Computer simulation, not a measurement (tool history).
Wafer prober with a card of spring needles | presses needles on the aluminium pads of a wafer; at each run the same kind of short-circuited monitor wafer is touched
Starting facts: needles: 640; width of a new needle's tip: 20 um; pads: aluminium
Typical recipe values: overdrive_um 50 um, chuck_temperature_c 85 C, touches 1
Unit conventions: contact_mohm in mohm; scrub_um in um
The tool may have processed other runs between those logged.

{"run": 1, "hour": 0.0, "overdrive_um": 50, "chuck_temperature_c": 85, "touches": 1, "contact_mohm": 302, "scrub_um": 8.46}
{"hour": 7.2, "done": "tips cleaned on abrasive film"}
{"run": 2, "hour": 7.4, "overdrive_um": 50, "chuck_temperature_c": 85, "touches": 1, "contact_mohm": 299, "scrub_um": 8.37}
{"hour": 13.9, "done": "tips cleaned on abrasive film"}
{"run": 3, "hour": 16.4, "overdrive_um": 50, "chuck_temperature_c": 85, "touches": 1, "contact_mohm": 350, "scrub_um": 8.66}
{"hour": 20.8, "done": "tips cleaned on abrasive film"}
{"run": 4, "hour": 23.9, "overdrive_um": 50, "chuck_temperature_c": 85, "touches": 1, "contact_mohm": 367, "scrub_um": 8.45}
{"hour": 27.8, "done": "tips cleaned on abrasive film"}
{"run": 5, "hour": 30.5, "overdrive_um": 50, "chuck_temperature_c": 85, "touches": 1, "contact_mohm": 362, "scrub_um": 8.5}
{"hour": 34.8, "done": "tips cleaned on abrasive film"}
{"run": 6, "hour": 37.4, "overdrive_um": 50, "chuck_temperature_c": 85, "touches": 1, "contact_mohm": 364, "scrub_um": 8.33}
{"hour": 41.5, "done": "tips cleaned on abrasive film"}
{"run": 7, "hour": 41.9, "overdrive_um": 50, "chuck_temperature_c": 85, "touches": 1, "contact_mohm": 302, "scrub_um": 8.35}
{"run": 8, "hour": 46.9, "overdrive_um": 50, "chuck_temperature_c": 85, "touches": 1, "contact_mohm": 416, "scrub_um": 8.41}
{"hour": 48.5, "done": "tips cleaned on abrasive film"}
{"run": 9, "hour": 52.0, "overdrive_um": 50, "chuck_temperature_c": 85, "touches": 1, "contact_mohm": 374, "scrub_um": 8.36}
{"hour": 55.5, "done": "tips cleaned on abrasive film"}
{"run": 10, "hour": 56.7, "overdrive_um": 50, "chuck_temperature_c": 85, "touches": 1, "contact_mohm": 328, "scrub_um": 8.46}
{"hour": 62.2, "done": "tips cleaned on abrasive film"}
{"run": 11, "hour": 67.0, "overdrive_um": 50, "chuck_temperature_c": 85, "touches": 1, "contact_mohm": 398, "scrub_um": 8.38}
{"hour": 69.3, "done": "tips cleaned on abrasive film"}
{"run": 12, "hour": 74.1, "overdrive_um": 50, "chuck_temperature_c": 85, "touches": 1, "contact_mohm": 401, "scrub_um": 8.36}
{"hour": 76.1, "done": "tips cleaned on abrasive film"}
{"run": 13, "hour": 79.7, "overdrive_um": 50, "chuck_temperature_c": 85, "touches": 1, "contact_mohm": 389, "scrub_um": 8.29}
{"hour": 82.8, "done": "tips cleaned on abrasive film"}
{"run": 14, "hour": 88.8, "overdrive_um": 50, "chuck_temperature_c": 85, "touches": 1, "contact_mohm": 430, "scrub_um": 8.3}
{"hour": 89.8, "done": "tips cleaned on abrasive film"}
{"run": 15, "hour": 94.5, "overdrive_um": 50, "chuck_temperature_c": 85, "touches": 1, "contact_mohm": 407, "scrub_um": 8.29}
{"hour": 96.4, "done": "tips cleaned on abrasive film"}
{"run": 16, "hour": 102.8, "overdrive_um": 50, "chuck_temperature_c": 85, "touches": 1, "contact_mohm": 428, "scrub_um": 8.34}
{"hour": 103.8, "done": "tips cleaned on abrasive film"}
{"hour": 110.5, "done": "tips cleaned on abrasive film"}
{"run": 17, "hour": 112.4, "overdrive_um": 45, "chuck_temperature_c": 89, "touches": 1, "contact_mohm": 377, "scrub_um": 7}
{"hour": 117.5, "done": "tips cleaned on abrasive film"}
{"run": 18, "hour": 120.9, "overdrive_um": 45, "chuck_temperature_c": 118, "touches": 1, "contact_mohm": 416, "scrub_um": 7.15}
{"hour": 124.3, "done": "tips cleaned on abrasive film"}
{"run": 19, "hour": 130.2, "overdrive_um": 45, "chuck_temperature_c": 118, "touches": 1, "contact_mohm": 474, "scrub_um": 7.01}
{"hour": 131.0, "done": "tips cleaned on abrasive film"}
{"hour": 131.3, "done": "height of the first contact set anew"}
{"run": 20, "hour": 136.4, "overdrive_um": 50, "chuck_temperature_c": 85, "touches": 2, "contact_mohm": 374, "scrub_um": 7.94}
{"hour": 138.4, "done": "tips cleaned on abrasive film"}
{"hour": 145.5, "done": "tips cleaned on abrasive film"}
{"run": 21, "hour": 145.9, "overdrive_um": 50, "chuck_temperature_c": 112, "touches": 1, "contact_mohm": 321, "scrub_um": 7.92}
{"hour": 152.3, "done": "tips cleaned on abrasive film"}
{"run": 22, "hour": 155.3, "overdrive_um": 50, "chuck_temperature_c": 112, "touches": 1, "contact_mohm": 398, "scrub_um": 8.04}
{"hour": 159.4, "done": "tips cleaned on abrasive film"}
{"run": 23, "hour": 160.7, "overdrive_um": 32, "chuck_temperature_c": 76, "touches": 1, "contact_mohm": 471, "scrub_um": 4.35}
{"hour": 165.8, "done": "height of the first contact set anew, once more"}
{"hour": 166.9, "done": "tips cleaned on abrasive film"}
{"run": 24, "hour": 170.4, "overdrive_um": 62, "chuck_temperature_c": 31, "touches": 2, "contact_mohm": 289, "scrub_um": 11.5}
{"hour": 173.7, "done": "tips cleaned on abrasive film"}
{"run": 25, "hour": 179.0, "overdrive_um": 62, "chuck_temperature_c": 31, "touches": 2, "contact_mohm": 308, "scrub_um": 11.49}
{"hour": 180.9, "done": "tips cleaned on abrasive film"}
{"hour": 187.7, "done": "tips cleaned on abrasive film"}
{"run": 26, "hour": 189.3, "overdrive_um": 49, "chuck_temperature_c": 31, "touches": 2, "contact_mohm": 299, "scrub_um": 9.22}
{"hour": 194.7, "done": "tips cleaned on abrasive film"}
{"run": 27, "hour": 194.7, "overdrive_um": 49, "chuck_temperature_c": 31, "touches": 2, "contact_mohm": 271, "scrub_um": 9.07}
{"hour": 202.0, "done": "tips cleaned on abrasive film"}
{"run": 28, "hour": 202.5, "overdrive_um": 49, "chuck_temperature_c": 31, "touches": 2, "contact_mohm": 279, "scrub_um": 9.1}
{"hour": 208.9, "done": "tips cleaned on abrasive film"}
{"run": 29, "hour": 209.4, "overdrive_um": 43, "chuck_temperature_c": 75, "touches": 2, "contact_mohm": 304, "scrub_um": 8.13}
{"hour": 216.0, "done": "tips cleaned on abrasive film"}
{"run": 30, "hour": 216.0, "overdrive_um": 43, "chuck_temperature_c": 75, "touches": 2, "contact_mohm": 294, "scrub_um": 7.9}
{"hour": 223.2, "done": "tips cleaned on abrasive film"}
{"run": 31, "hour": 223.2, "overdrive_um": 43, "chuck_temperature_c": 75, "touches": 2, "contact_mohm": 295, "scrub_um": 7.86}
{"run": 32, "hour": 228.3, "overdrive_um": 43, "chuck_temperature_c": 75, "touches": 2, "contact_mohm": 368, "scrub_um": 7.82}

Below are 5 alternative next runs, each starting from the tool's condition after run 32. Predict each:
{"hour": 230.2, "done": "tips cleaned on abrasive film"}
{"run": "A", "hour": 233.3, "overdrive_um": 69, "chuck_temperature_c": 50, "touches": 1, "contact_mohm": "?", "scrub_um": "?"}
{"hour": 230.2, "done": "tips cleaned on abrasive film"}
{"run": "B", "hour": 233.3, "overdrive_um": 64, "chuck_temperature_c": 71, "touches": 3, "contact_mohm": "?", "scrub_um": "?"}
{"hour": 230.2, "done": "tips cleaned on abrasive film"}
{"run": "C", "hour": 233.3, "overdrive_um": 43, "chuck_temperature_c": 41, "touches": 2, "contact_mohm": "?", "scrub_um": "?"}
{"hour": 230.2, "done": "tips cleaned on abrasive film"}
{"run": "D", "hour": 233.3, "overdrive_um": 44, "chuck_temperature_c": 85, "touches": 3, "contact_mohm": "?", "scrub_um": "?"}
{"hour": 230.2, "done": "tips cleaned on abrasive film"}
{"run": "E", "hour": 233.3, "overdrive_um": 37, "chuck_temperature_c": 69, "touches": 1, "contact_mohm": "?", "scrub_um": "?"}

run=A contact_mohm=307 scrub_um=12.72
run=B contact_mohm=292 scrub_um=11.69
run=C contact_mohm=338 scrub_um=7.81
run=D contact_mohm=321 scrub_um=8
run=E contact_mohm=432 scrub_um=6.85
With no hidden state in the tool, these same runs would have given:
run=A contact_mohm=261 scrub_um=12.95
run=B contact_mohm=272 scrub_um=11.92
run=C contact_mohm=269 scrub_um=8.04
run=D contact_mohm=282 scrub_um=8.22
run=E contact_mohm=286 scrub_um=7.08
